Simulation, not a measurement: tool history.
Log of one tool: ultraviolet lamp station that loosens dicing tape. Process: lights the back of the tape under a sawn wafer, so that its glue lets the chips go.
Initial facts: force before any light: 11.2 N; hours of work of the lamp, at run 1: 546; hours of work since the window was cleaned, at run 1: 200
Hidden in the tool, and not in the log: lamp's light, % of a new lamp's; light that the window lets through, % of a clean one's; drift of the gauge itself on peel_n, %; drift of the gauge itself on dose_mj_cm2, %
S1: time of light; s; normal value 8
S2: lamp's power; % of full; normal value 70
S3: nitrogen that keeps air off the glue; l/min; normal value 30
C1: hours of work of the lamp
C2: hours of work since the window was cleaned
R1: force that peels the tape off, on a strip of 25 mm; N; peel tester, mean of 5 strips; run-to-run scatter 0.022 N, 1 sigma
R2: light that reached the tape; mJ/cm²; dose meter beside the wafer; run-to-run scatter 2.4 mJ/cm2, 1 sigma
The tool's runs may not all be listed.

run   hour  S1  S2  S3   C1   C2     R1   R2
  1    0.0   8  70  30  546  200  1.882  186
  2   13.8   8  70  30  553  207  1.934  185
  3   36.2   8  70  30  565  219  1.910  183
  4   52.0   8  70  30  574  227  1.936  181
  5   76.6   8  70  30  586  240  2.056  181
  6   98.4   4  70  30  598  252  4.656   91
  7  116.3   4  70  30  607  261  4.798   91
     119.3  -- window cleaned of glue's vapour
  8  145.0   8  70  30  622   13  2.151  171
  9  160.5   8  70  30  630   22  2.148  174
 10  178.5   8  70  30  640   31  2.187  173
     183.0  -- window cleaned of glue's vapour, once more
 11  199.1   8  70  30  650    8  2.091  179
 12  211.6   8  98  30  657   15  1.115  255
 13  239.7   9  77  52  672   30  1.051  217
 14  257.5   5  84   9  681   39  4.865  133
 15  286.1  12  62  30  696   54  1.308  230
 16  313.4  12  62  30  710   69  1.323  224
 17  325.9  12  62  30  717   75  1.321  228
 18  349.0  12  62  30  729   87  1.370  222
 19  369.0   8  95  30  740   98  1.328  227
 20  383.1   8  95  30  747  105  1.341  227
 21  405.5   8  95  30  759  117  1.368  227
 22  420.7   7  70  48  767  125  2.267  142
 23  433.3   7  70  48  773  132  2.325  143

Predict each of these 5 candidate next runs independently; none follows another, all start after run 23:
  A  456.7  10  64  58  786  144   ?   ?
  B  456.7   6  94  11  786  144   ?   ?
  C  456.7   5  70  30  786  144   ?   ?
  D  456.7  15  92  10  786  144   ?   ?
  E  456.7   9  70  19  786  144   ?   ?

run     R1   R2
  A  1.407  189
  B  3.878  159
  C  4.213  100
  D  0.951  393
  E  2.584  185
Without the tool's hidden state the same runs would have given:
run     R1   R2
  A  0.554  296
  B  2.134  252
  C  2.447  158
  D  0.382  620
  E  1.190  289

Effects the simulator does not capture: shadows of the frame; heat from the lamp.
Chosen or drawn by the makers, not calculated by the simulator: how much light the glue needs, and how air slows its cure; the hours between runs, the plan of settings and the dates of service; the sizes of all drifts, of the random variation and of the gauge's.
